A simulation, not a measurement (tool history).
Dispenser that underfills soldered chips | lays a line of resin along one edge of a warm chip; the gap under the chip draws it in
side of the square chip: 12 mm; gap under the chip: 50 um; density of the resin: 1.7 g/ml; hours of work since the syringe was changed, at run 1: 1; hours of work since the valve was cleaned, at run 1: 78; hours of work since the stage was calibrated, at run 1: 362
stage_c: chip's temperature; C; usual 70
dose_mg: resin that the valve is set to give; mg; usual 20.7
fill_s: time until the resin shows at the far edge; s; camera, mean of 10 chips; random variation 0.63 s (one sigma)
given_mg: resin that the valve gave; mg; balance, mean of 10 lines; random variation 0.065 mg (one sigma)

| run | hour | stage_c | dose_mg | hours of work since the syringe was changed | hours of work since the valve was cleaned | hours of work since the stage was calibrated | fill_s | given_mg |
|---|---|---|---|---|---|---|---|---|
| 1 | 0.0 | 70 | 20.7 | 1 | 78 | 362 | 55.9 | 19.94 |
| 2 | 7.3 | 70 | 24.5 | 6 | 83 | 367 | 84.4 | 23.56 |
|  | 11.6 | new syringe of resin |
| 3 | 19.2 | 70 | 20.7 | 6 | 92 | 375 | 78.4 | 19.85 |
|  | 24.9 | new syringe of resin |
| 4 | 26.7 | 70 | 26.8 | 1 | 97 | 381 | 54.8 | 25.70 |
| 5 | 35.9 | 70 | 20.7 | 8 | 104 | 388 | 96.5 | 19.69 |
|  | 38.5 | new syringe of resin |
| 6 | 48.3 | 70 | 20.7 | 7 | 113 | 396 | 90.8 | 19.70 |
|  | 51.3 | new syringe of resin |
| 7 | 56.4 | 56 | 20.7 | 4 | 119 | 402 | 128.6 | 19.60 |
|  | 64.4 | new syringe of resin |
| 8 | 66.7 | 56 | 20.7 | 2 | 126 | 409 | 105.3 | 19.46 |
| 9 | 76.7 | 56 | 20.7 | 9 | 133 | 417 | 193.6 | 19.61 |
|  | 78.3 | new syringe of resin |
|  | 81.0 | dispensing valve cleaned and set on the balance |
| 10 | 88.8 | 56 | 20.7 | 7 | 6 | 425 | 157.9 | 20.66 |
|  | 92.8 | new syringe of resin |
| 11 | 97.8 | 58 | 20.7 | 4 | 12 | 431 | 112.1 | 20.54 |
| 12 | 103.8 | 58 | 20.7 | 8 | 16 | 435 | 158.8 | 20.44 |
|  | 106.2 | new syringe of resin |
| 13 | 111.5 | 58 | 20.7 | 4 | 22 | 441 | 114.8 | 20.51 |
|  | 119.3 | new syringe of resin |
| 14 | 121.3 | 83 | 20.7 | 1 | 29 | 448 | 32.4 | 20.43 |
| 15 | 131.3 | 83 | 20.7 | 9 | 36 | 455 | 59.0 | 20.34 |
|  | 132.9 | new syringe of resin |
| 16 | 142.6 | 83 | 20.7 | 7 | 44 | 463 | 52.6 | 20.26 |
|  | 146.3 | new syringe of resin |
| 17 | 155.6 | 83 | 20.7 | 7 | 54 | 473 | 50.7 | 20.08 |
|  | 160.1 | new syringe of resin |
| 18 | 166.4 | 58 | 20.7 | 5 | 61 | 480 | 117.6 | 20.23 |

Forecast run 19:
|  | 173.3 | new syringe of resin |
| 19 | 176.1 | 72 | 23.3 | 2 | 68 | 487 | ? | ? |

Run 19 gave fill_s 51.9 s, given_mg 22.54 mg.
Without the tool's hidden state the same run would have given fill_s 49.8 s, given_mg 23.32 mg.
